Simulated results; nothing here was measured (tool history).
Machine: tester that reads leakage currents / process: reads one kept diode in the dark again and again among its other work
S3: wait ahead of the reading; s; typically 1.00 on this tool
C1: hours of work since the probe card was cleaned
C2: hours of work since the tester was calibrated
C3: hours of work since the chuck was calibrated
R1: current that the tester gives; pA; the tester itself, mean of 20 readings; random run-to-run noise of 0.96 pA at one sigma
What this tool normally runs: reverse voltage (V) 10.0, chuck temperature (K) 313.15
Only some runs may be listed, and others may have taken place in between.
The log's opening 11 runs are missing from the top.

Run 12, hour 1001.5: usual settings but reverse voltage (V) 8.9; C1 2174; C2 1279; C3 473. Result: R1 306.71 pA.
Run 13, hour 1105.4: usual settings but reverse voltage (V) 8.9, S3 1.28 s; C1 2250; C2 1356; C3 549. Result: R1 305.95 pA.
Run 14, hour 1202.9: usual settings but reverse voltage (V) 8.9, S3 1.28 s; C1 2322; C2 1428; C3 621. Result: R1 304.18 pA.
Run 15, hour 1272.9: usual settings but reverse voltage (V) 8.9, S3 1.28 s; C1 2374; C2 1479; C3 673. Result: R1 304.61 pA.
Run 16, hour 1397.4: usual settings but reverse voltage (V) 1.6, S3 1.28 s; C1 2465; C2 1571; C3 764. Result: R1 152.64 pA.
Run 17, hour 1511.7: usual settings but S3 1.26 s; C1 2550; C2 1655; C3 849. Result: R1 319.63 pA.
Run 18, hour 1642.4: usual settings but S3 1.26 s; C1 2646; C2 1752; C3 945. Result: R1 320.19 pA.
Run 19, hour 1758.0: usual settings but S3 1.26 s; C1 2731; C2 1837; C3 1030. Result: R1 320.56 pA.
Run 20, hour 1840.5: usual settings but S3 1.26 s; C1 2792; C2 1898; C3 1091. Result: R1 319.25 pA.
Run 21, hour 1923.4: usual settings but reverse voltage (V) 14.0, chuck temperature (K) 303.15; C1 2853; C2 1959; C3 1152. Result: R1 158.25 pA.
At hour 1990.0: probe card cleaned and baked.
Run 22, hour 2036.6: usual settings but reverse voltage (V) 14.0, chuck temperature (K) 303.15; C1 34; C2 2040; C3 1233. Result: R1 157.56 pA.

Expected results for the next run?
Run 23, hour 2095.1: usual settings but reverse voltage (V) 14.0, chuck temperature (K) 303.15; C1 78; C2 2083; C3 1277. Result: R1 ?.

{"run 23": {"R1": 157.57}}
The same run, on a tool lacking any hidden state, would have yielded R1 157.48 pA.
